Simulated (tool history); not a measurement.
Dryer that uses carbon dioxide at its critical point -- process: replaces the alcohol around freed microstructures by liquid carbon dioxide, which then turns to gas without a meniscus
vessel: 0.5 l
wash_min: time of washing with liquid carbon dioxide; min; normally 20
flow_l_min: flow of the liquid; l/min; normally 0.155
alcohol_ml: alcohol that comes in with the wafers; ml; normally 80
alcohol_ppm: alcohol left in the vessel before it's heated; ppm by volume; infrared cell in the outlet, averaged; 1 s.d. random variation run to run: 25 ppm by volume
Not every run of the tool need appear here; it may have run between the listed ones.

run 1 day=0 | wash_min=20 flow_l_min=0.155 alcohol_ml=80 | alcohol_ppm=2672
-- day=0.546 inlet filter changed
run 2 day=1.004 | wash_min=20 flow_l_min=0.207 alcohol_ml=80 | alcohol_ppm=421
run 3 day=1.717 | wash_min=20 flow_l_min=0.207 alcohol_ml=80 | alcohol_ppm=426
run 4 day=2.533 | wash_min=20 flow_l_min=0.14 alcohol_ml=80 | alcohol_ppm=2641
run 5 day=3.538 | wash_min=20 flow_l_min=0.14 alcohol_ml=80 | alcohol_ppm=2671
run 6 day=3.996 | wash_min=20 flow_l_min=0.155 alcohol_ml=20 | alcohol_ppm=472
run 7 day=4.717 | wash_min=20 flow_l_min=0.155 alcohol_ml=20 | alcohol_ppm=479
run 8 day=5.421 | wash_min=20 flow_l_min=0.155 alcohol_ml=33 | alcohol_ppm=736
run 9 day=5.996 | wash_min=20 flow_l_min=0.155 alcohol_ml=80 | alcohol_ppm=1851
run 10 day=6.7 | wash_min=20 flow_l_min=0.155 alcohol_ml=80 | alcohol_ppm=1858
run 11 day=7.558 | wash_min=20 flow_l_min=0.155 alcohol_ml=52 | alcohol_ppm=1241
run 12 day=7.996 | wash_min=29 flow_l_min=0.155 alcohol_ml=101 | alcohol_ppm=342
run 13 day=8.825 | wash_min=16 flow_l_min=0.207 alcohol_ml=101 | alcohol_ppm=1976
run 14 day=9.325 | wash_min=31 flow_l_min=0.207 alcohol_ml=50 | alcohol_ppm=33
run 15 day=10.208 | wash_min=31 flow_l_min=0.207 alcohol_ml=33 | alcohol_ppm=37
run 16 day=10.679 | wash_min=14 flow_l_min=0.14 alcohol_ml=92 | alcohol_ppm=11304
run 17 day=11.338 | wash_min=14 flow_l_min=0.227 alcohol_ml=92 | alcohol_ppm=2246

Consider 4 possible next runs. They are alternatives, not a sequence: every one starts from the tool as it was left by run 17. What does each give?
run A day=11.933 | wash_min=28 flow_l_min=0.155 alcohol_ml=80 | alcohol_ppm=?
run B day=11.933 | wash_min=14 flow_l_min=0.227 alcohol_ml=51 | alcohol_ppm=?
run C day=11.933 | wash_min=22 flow_l_min=0.126 alcohol_ml=31 | alcohol_ppm=?
run D day=11.933 | wash_min=24 flow_l_min=0.099 alcohol_ml=79 | alcohol_ppm=?

run=A alcohol_ppm=366
run=B alcohol_ppm=1296
run=C alcohol_ppm=1235
run=D alcohol_ppm=5125
Had the tool no hidden state, the same runs would have come out as:
run=A alcohol_ppm=267
run=B alcohol_ppm=1052
run=C alcohol_ppm=1020
run=D alcohol_ppm=4390

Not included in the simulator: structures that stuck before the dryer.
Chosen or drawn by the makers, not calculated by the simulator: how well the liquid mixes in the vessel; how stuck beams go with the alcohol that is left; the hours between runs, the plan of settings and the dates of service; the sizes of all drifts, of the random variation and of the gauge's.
